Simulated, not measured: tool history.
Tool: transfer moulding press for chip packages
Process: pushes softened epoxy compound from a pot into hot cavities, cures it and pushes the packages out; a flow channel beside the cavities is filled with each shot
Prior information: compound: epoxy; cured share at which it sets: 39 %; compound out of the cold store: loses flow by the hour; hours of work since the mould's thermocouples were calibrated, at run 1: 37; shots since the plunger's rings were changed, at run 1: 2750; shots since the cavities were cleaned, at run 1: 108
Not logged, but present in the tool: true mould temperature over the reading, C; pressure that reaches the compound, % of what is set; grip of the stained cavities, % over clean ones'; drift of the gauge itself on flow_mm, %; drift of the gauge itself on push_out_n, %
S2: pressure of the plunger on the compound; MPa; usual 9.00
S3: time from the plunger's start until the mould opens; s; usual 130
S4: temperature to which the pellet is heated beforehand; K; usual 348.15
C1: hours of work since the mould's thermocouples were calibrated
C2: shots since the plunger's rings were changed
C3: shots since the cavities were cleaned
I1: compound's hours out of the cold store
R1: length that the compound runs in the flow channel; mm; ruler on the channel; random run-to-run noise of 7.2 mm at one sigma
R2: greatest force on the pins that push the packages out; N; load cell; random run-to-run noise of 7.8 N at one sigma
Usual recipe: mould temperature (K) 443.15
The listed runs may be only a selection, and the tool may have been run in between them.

run 1 hour=0.0 | mould_temperature_(K)=443.15 S2=9.00 S3=130 S4=348.15 | C1=37 C2=2750 C3=108 | I1=37.6 | R1=745 R2=389
run 2 hour=10.2 | mould_temperature_(K)=443.15 S2=9.00 S3=130 S4=348.15 | C1=41 C2=2816 C3=174 | I1=41.2 | R1=740 R2=413
run 3 hour=22.9 | mould_temperature_(K)=443.15 S2=9.00 S3=130 S4=348.15 | C1=47 C2=2899 C3=257 | I1=16.0 | R1=850 R2=447
run 4 hour=29.8 | mould_temperature_(K)=443.15 S2=9.00 S3=130 S4=348.15 | C1=50 C2=2943 C3=301 | I1=8.1 | R1=914 R2=481
run 5 hour=38.5 | mould_temperature_(K)=443.15 S2=9.00 S3=130 S4=348.15 | C1=54 C2=3000 C3=358 | I1=18.2 | R1=836 R2=473
run 6 hour=48.1 | mould_temperature_(K)=443.15 S2=9.00 S3=130 S4=348.15 | C1=58 C2=3062 C3=420 | I1=44.2 | R1=718 R2=477
run 7 hour=55.5 | mould_temperature_(K)=443.15 S2=9.00 S3=130 S4=348.15 | C1=61 C2=3111 C3=469 | I1=43.3 | R1=737 R2=496
run 8 hour=64.9 | mould_temperature_(K)=443.15 S2=9.00 S3=130 S4=348.15 | C1=65 C2=3172 C3=530 | I1=12.8 | R1=892 R2=523
-- hour=74.3 cavities cleaned with cleaning compound and waxed
run 9 hour=76.2 | mould_temperature_(K)=438.15 S2=9.00 S3=130 S4=348.15 | C1=70 C2=3235 C3=12 | I1=40.6 | R1=746 R2=721
run 10 hour=87.6 | mould_temperature_(K)=438.15 S2=9.00 S3=130 S4=348.15 | C1=75 C2=3309 C3=86 | I1=20.9 | R1=856 R2=752
run 11 hour=99.3 | mould_temperature_(K)=438.15 S2=9.00 S3=130 S4=348.15 | C1=80 C2=3385 C3=162 | I1=34.7 | R1=792 R2=761
run 12 hour=107.9 | mould_temperature_(K)=442.15 S2=9.00 S3=130 S4=348.15 | C1=84 C2=3441 C3=218 | I1=37.9 | R1=754 R2=663
-- hour=116.9 cavities cleaned with cleaning compound and waxed, once more
run 13 hour=122.4 | mould_temperature_(K)=442.15 S2=9.00 S3=130 S4=348.15 | C1=90 C2=3526 C3=36 | I1=8.7 | R1=913 R2=383
run 14 hour=129.4 | mould_temperature_(K)=442.15 S2=9.91 S3=130 S4=348.15 | C1=93 C2=3572 C3=82 | I1=18.8 | R1=885 R2=388
run 15 hour=138.9 | mould_temperature_(K)=448.15 S2=9.06 S3=115 S4=347.15 | C1=97 C2=3633 C3=143 | I1=13.1 | R1=831 R2=400
run 16 hour=147.3 | mould_temperature_(K)=440.15 S2=9.00 S3=130 S4=356.15 | C1=101 C2=3687 C3=197 | I1=13.4 | R1=887 R2=481
run 17 hour=157.6 | mould_temperature_(K)=440.15 S2=9.00 S3=130 S4=356.15 | C1=105 C2=3754 C3=264 | I1=37.3 | R1=760 R2=468
run 18 hour=167.5 | mould_temperature_(K)=440.15 S2=9.00 S3=130 S4=356.15 | C1=110 C2=3819 C3=329 | I1=20.8 | R1=834 R2=526
run 19 hour=178.7 | mould_temperature_(K)=440.15 S2=9.00 S3=130 S4=339.15 | C1=115 C2=3892 C3=402 | I1=39.2 | R1=761 R2=525
run 20 hour=187.0 | mould_temperature_(K)=443.15 S2=7.77 S3=130 S4=357.15 | C1=118 C2=3946 C3=456 | I1=44.7 | R1=667 R2=473
run 21 hour=193.6 | mould_temperature_(K)=443.15 S2=7.77 S3=130 S4=357.15 | C1=121 C2=3988 C3=498 | I1=45.8 | R1=649 R2=485
run 22 hour=205.9 | mould_temperature_(K)=443.15 S2=7.77 S3=130 S4=357.15 | C1=127 C2=4068 C3=578 | I1=39.1 | R1=691 R2=507
-- hour=208.2 cavities cleaned with cleaning compound and waxed
run 23 hour=215.4 | mould_temperature_(K)=443.15 S2=7.77 S3=130 S4=357.15 | C1=130 C2=4121 C3=47 | I1=13.3 | R1=783 R2=361
run 24 hour=222.5 | mould_temperature_(K)=443.15 S2=7.77 S3=130 S4=357.15 | C1=134 C2=4167 C3=93 | I1=27.0 | R1=725 R2=368
run 25 hour=228.8 | mould_temperature_(K)=449.15 S2=9.00 S3=163 S4=348.15 | C1=136 C2=4207 C3=133 | I1=11.7 | R1=841 R2=347
run 26 hour=242.5 | mould_temperature_(K)=449.15 S2=9.00 S3=163 S4=348.15 | C1=142 C2=4296 C3=222 | I1=12.6 | R1=844 R2=386
run 27 hour=249.1 | mould_temperature_(K)=447.15 S2=8.51 S3=148 S4=357.15 | C1=145 C2=4339 C3=265 | I1=13.9 | R1=809 R2=408
run 28 hour=263.2 | mould_temperature_(K)=447.15 S2=8.51 S3=148 S4=357.15 | C1=152 C2=4431 C3=357 | I1=28.5 | R1=741 R2=426

Branching from run 28: 5 alternative next runs. What would each branch give?
run A hour=272.1 | mould_temperature_(K)=447.15 S2=7.74 S3=148 S4=357.15 | C1=156 C2=4489 C3=415 | I1=19.9 | R1=? R2=?
run B hour=272.1 | mould_temperature_(K)=441.15 S2=7.11 S3=148 S4=347.15 | C1=156 C2=4489 C3=415 | I1=40.3 | R1=? R2=?
run C hour=272.1 | mould_temperature_(K)=447.15 S2=9.87 S3=121 S4=357.15 | C1=156 C2=4489 C3=415 | I1=45.8 | R1=? R2=?
run D hour=272.1 | mould_temperature_(K)=447.15 S2=8.51 S3=148 S4=350.15 | C1=156 C2=4489 C3=415 | I1=33.7 | R1=? R2=?
run E hour=272.1 | mould_temperature_(K)=447.15 S2=8.51 S3=139 S4=357.15 | C1=156 C2=4489 C3=415 | I1=14.4 | R1=? R2=?

run=A R1=749 R2=432
run=B R1=658 R2=448
run=C R1=724 R2=452
run=D R1=716 R2=449
run=E R1=800 R2=469
Without the tool's unlogged condition, the same runs would have read:
run=A R1=792 R2=298
run=B R1=695 R2=309
run=C R1=765 R2=309
run=D R1=757 R2=306
run=E R1=845 R2=324

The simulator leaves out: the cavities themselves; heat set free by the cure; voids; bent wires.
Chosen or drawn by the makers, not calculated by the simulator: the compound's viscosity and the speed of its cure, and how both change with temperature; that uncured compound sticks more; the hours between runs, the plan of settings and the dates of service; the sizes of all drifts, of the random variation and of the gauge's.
